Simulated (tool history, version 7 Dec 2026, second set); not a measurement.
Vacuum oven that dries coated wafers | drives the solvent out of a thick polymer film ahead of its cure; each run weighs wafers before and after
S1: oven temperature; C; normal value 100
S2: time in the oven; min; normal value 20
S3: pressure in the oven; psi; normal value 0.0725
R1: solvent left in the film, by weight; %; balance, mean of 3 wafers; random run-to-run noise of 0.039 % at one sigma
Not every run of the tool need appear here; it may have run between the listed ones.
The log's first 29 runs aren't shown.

| run | hour | S1 | S2 | S3 | R1 |
|---|---|---|---|---|---|
| 30 | 886.6 | 90 | 31 | 0.1490 | 4.13 |
| 31 | 907.5 | 90 | 31 | 0.1490 | 4.14 |
| 32 | 928.3 | 90 | 31 | 0.1490 | 4.23 |
| 33 | 966.6 | 91 | 15 | 0.0725 | 6.69 |
| 34 | 993.7 | 102 | 30 | 0.0725 | 1.04 |
| 35 | 1032.0 | 102 | 30 | 0.0725 | 0.99 |
| 36 | 1061.3 | 102 | 30 | 0.0725 | 1.06 |
| 37 | 1093.6 | 106 | 30 | 0.0479 | 0.54 |
| 38 | 1120.5 | 106 | 30 | 0.0479 | 0.63 |
| 39 | 1160.0 | 107 | 30 | 0.0479 | 0.59 |
| 40 | 1193.4 | 100 | 11 | 0.0725 | 4.86 |
| 41 | 1219.2 | 100 | 11 | 0.0725 | 4.90 |
| 42 | 1257.8 | 94 | 20 | 0.1552 | 4.51 |
| 43 | 1281.2 | 93 | 20 | 0.1131 | 4.61 |
| 44 | 1305.4 | 100 | 15 | 0.1375 | 3.72 |
| 45 | 1330.0 | 110 | 31 | 0.1765 | 0.91 |
| 46 | 1361.1 | 110 | 31 | 0.1765 | 0.83 |
| 47 | 1384.6 | 110 | 31 | 0.1765 | 0.84 |
| 48 | 1411.7 | 110 | 28 | 0.1765 | 0.86 |

Forecast each of these 3 alternatives for the next run:
| A | 1450.3 | 89 | 31 | 0.0725 | ? |
| B | 1450.3 | 92 | 29 | 0.2077 | ? |
| C | 1450.3 | 90 | 31 | 0.0725 | ? |

| run | R1 |
|---|---|
| A | 3.95 |
| B | 3.85 |
| C | 3.60 |
Take away the tool's hidden state, keep each run's random variation, and the runs would have read:
| run | R1 |
|---|---|
| A | 3.95 |
| B | 3.85 |
| C | 3.58 |
